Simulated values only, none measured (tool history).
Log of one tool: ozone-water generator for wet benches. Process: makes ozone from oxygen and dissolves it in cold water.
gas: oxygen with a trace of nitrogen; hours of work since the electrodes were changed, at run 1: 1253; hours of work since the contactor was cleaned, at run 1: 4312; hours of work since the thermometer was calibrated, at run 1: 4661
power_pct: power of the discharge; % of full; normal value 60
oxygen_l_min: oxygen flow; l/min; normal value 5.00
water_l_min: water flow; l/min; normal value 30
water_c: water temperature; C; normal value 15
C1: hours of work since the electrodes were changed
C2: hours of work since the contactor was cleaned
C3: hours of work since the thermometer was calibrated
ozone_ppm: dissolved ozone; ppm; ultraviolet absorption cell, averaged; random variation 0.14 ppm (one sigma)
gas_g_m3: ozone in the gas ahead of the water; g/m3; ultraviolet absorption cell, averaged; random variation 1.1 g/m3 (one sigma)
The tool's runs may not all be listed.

{"run": 1, "day": 0.0, "power_pct": 60, "oxygen_l_min": 5.0, "water_l_min": 30, "water_c": 15, "C1": 1253, "C2": 4312, "C3": 4661, "ozone_ppm": 15.5, "gas_g_m3": 186.4}
{"run": 2, "day": 2.054, "power_pct": 60, "oxygen_l_min": 5.0, "water_l_min": 30, "water_c": 15, "C1": 1296, "C2": 4354, "C3": 4704, "ozone_ppm": 15.7, "gas_g_m3": 185.3}
{"run": 3, "day": 3.8, "power_pct": 60, "oxygen_l_min": 5.0, "water_l_min": 30, "water_c": 15, "C1": 1332, "C2": 4391, "C3": 4740, "ozone_ppm": 15.5, "gas_g_m3": 186.9}
{"run": 4, "day": 6.767, "power_pct": 60, "oxygen_l_min": 5.0, "water_l_min": 30, "water_c": 15, "C1": 1394, "C2": 4452, "C3": 4802, "ozone_ppm": 15.7, "gas_g_m3": 186.3}
{"run": 5, "day": 9.679, "power_pct": 60, "oxygen_l_min": 5.0, "water_l_min": 30, "water_c": 15, "C1": 1455, "C2": 4513, "C3": 4862, "ozone_ppm": 15.7, "gas_g_m3": 186.1}
{"run": 6, "day": 11.525, "power_pct": 99, "oxygen_l_min": 5.0, "water_l_min": 30, "water_c": 15, "C1": 1493, "C2": 4551, "C3": 4901, "ozone_ppm": 24.1, "gas_g_m3": 285.9}
{"run": 7, "day": 13.138, "power_pct": 99, "oxygen_l_min": 5.0, "water_l_min": 30, "water_c": 15, "C1": 1526, "C2": 4585, "C3": 4934, "ozone_ppm": 23.8, "gas_g_m3": 284.7}
{"run": 8, "day": 14.962, "power_pct": 60, "oxygen_l_min": 5.0, "water_l_min": 30, "water_c": 15, "C1": 1564, "C2": 4623, "C3": 4972, "ozone_ppm": 15.5, "gas_g_m3": 188.5}
{"run": 9, "day": 18.012, "power_pct": 60, "oxygen_l_min": 5.0, "water_l_min": 30, "water_c": 15, "C1": 1628, "C2": 4686, "C3": 5036, "ozone_ppm": 15.8, "gas_g_m3": 187.2}
{"run": 10, "day": 19.688, "power_pct": 60, "oxygen_l_min": 5.0, "water_l_min": 30, "water_c": 15, "C1": 1663, "C2": 4721, "C3": 5070, "ozone_ppm": 15.7, "gas_g_m3": 187.2}
{"run": 11, "day": 22.746, "power_pct": 60, "oxygen_l_min": 5.0, "water_l_min": 30, "water_c": 15, "C1": 1726, "C2": 4785, "C3": 5134, "ozone_ppm": 15.7, "gas_g_m3": 188.6}
{"run": 12, "day": 24.217, "power_pct": 60, "oxygen_l_min": 5.0, "water_l_min": 30, "water_c": 15, "C1": 1757, "C2": 4815, "C3": 5165, "ozone_ppm": 15.7, "gas_g_m3": 188.2}
{"run": 13, "day": 27.117, "power_pct": 60, "oxygen_l_min": 5.0, "water_l_min": 30, "water_c": 15, "C1": 1817, "C2": 4876, "C3": 5225, "ozone_ppm": 15.8, "gas_g_m3": 189.1}
{"run": 14, "day": 29.479, "power_pct": 60, "oxygen_l_min": 5.0, "water_l_min": 30, "water_c": 15, "C1": 1866, "C2": 4925, "C3": 5274, "ozone_ppm": 15.7, "gas_g_m3": 189.5}
{"run": 15, "day": 31.1, "power_pct": 60, "oxygen_l_min": 5.0, "water_l_min": 30, "water_c": 15, "C1": 1900, "C2": 4958, "C3": 5308, "ozone_ppm": 15.7, "gas_g_m3": 188.7}
{"run": 16, "day": 33.638, "power_pct": 60, "oxygen_l_min": 4.27, "water_l_min": 30, "water_c": 15, "C1": 1953, "C2": 5011, "C3": 5361, "ozone_ppm": 15.3, "gas_g_m3": 203.5}
{"run": 17, "day": 36.429, "power_pct": 60, "oxygen_l_min": 5.0, "water_l_min": 21, "water_c": 16, "C1": 2011, "C2": 5069, "C3": 5419, "ozone_ppm": 20.5, "gas_g_m3": 191.4}
{"run": 18, "day": 38.038, "power_pct": 40, "oxygen_l_min": 5.0, "water_l_min": 30, "water_c": 13, "C1": 2044, "C2": 5103, "C3": 5452, "ozone_ppm": 11.4, "gas_g_m3": 135.0}
{"run": 19, "day": 40.942, "power_pct": 40, "oxygen_l_min": 5.0, "water_l_min": 30, "water_c": 13, "C1": 2105, "C2": 5163, "C3": 5512, "ozone_ppm": 11.4, "gas_g_m3": 133.4}
{"run": 20, "day": 43.279, "power_pct": 40, "oxygen_l_min": 5.0, "water_l_min": 42, "water_c": 13, "C1": 2153, "C2": 5212, "C3": 5561, "ozone_ppm": 8.4, "gas_g_m3": 134.2}
{"run": 21, "day": 46.354, "power_pct": 89, "oxygen_l_min": 5.0, "water_l_min": 22, "water_c": 16, "C1": 2217, "C2": 5276, "C3": 5625, "ozone_ppm": 27.3, "gas_g_m3": 265.4}
{"run": 22, "day": 48.433, "power_pct": 89, "oxygen_l_min": 5.0, "water_l_min": 42, "water_c": 16, "C1": 2261, "C2": 5319, "C3": 5668, "ozone_ppm": 16.1, "gas_g_m3": 263.9}
{"run": 23, "day": 50.675, "power_pct": 45, "oxygen_l_min": 8.75, "water_l_min": 28, "water_c": 13, "C1": 2307, "C2": 5365, "C3": 5715, "ozone_ppm": 14.3, "gas_g_m3": 112.6}
{"run": 24, "day": 52.875, "power_pct": 60, "oxygen_l_min": 6.4, "water_l_min": 30, "water_c": 23, "C1": 2353, "C2": 5411, "C3": 5761, "ozone_ppm": 14.6, "gas_g_m3": 168.3}
{"run": 25, "day": 54.267, "power_pct": 56, "oxygen_l_min": 3.24, "water_l_min": 30, "water_c": 22, "C1": 2382, "C2": 5440, "C3": 5790, "ozone_ppm": 12.6, "gas_g_m3": 220.1}
{"day": 55.358, "done": "water thermometer calibrated"}
{"run": 26, "day": 55.954, "power_pct": 56, "oxygen_l_min": 3.24, "water_l_min": 30, "water_c": 22, "C1": 2416, "C2": 5475, "C3": 12, "ozone_ppm": 12.8, "gas_g_m3": 219.2}

For run 27, what comes out?
{"run": 27, "day": 58.825, "power_pct": 90, "oxygen_l_min": 3.24, "water_l_min": 36, "water_c": 19, "C1": 2476, "C2": 5535, "C3": 72, "ozone_ppm": "?", "gas_g_m3": "?"}

{"run 27": {"ozone_ppm": 16.3, "gas_g_m3": 331.0}}
On a tool with no hidden condition, and with the same random variation, this run would have come out at ozone_ppm 16.3 ppm, gas_g_m3 325.0 g/m3.

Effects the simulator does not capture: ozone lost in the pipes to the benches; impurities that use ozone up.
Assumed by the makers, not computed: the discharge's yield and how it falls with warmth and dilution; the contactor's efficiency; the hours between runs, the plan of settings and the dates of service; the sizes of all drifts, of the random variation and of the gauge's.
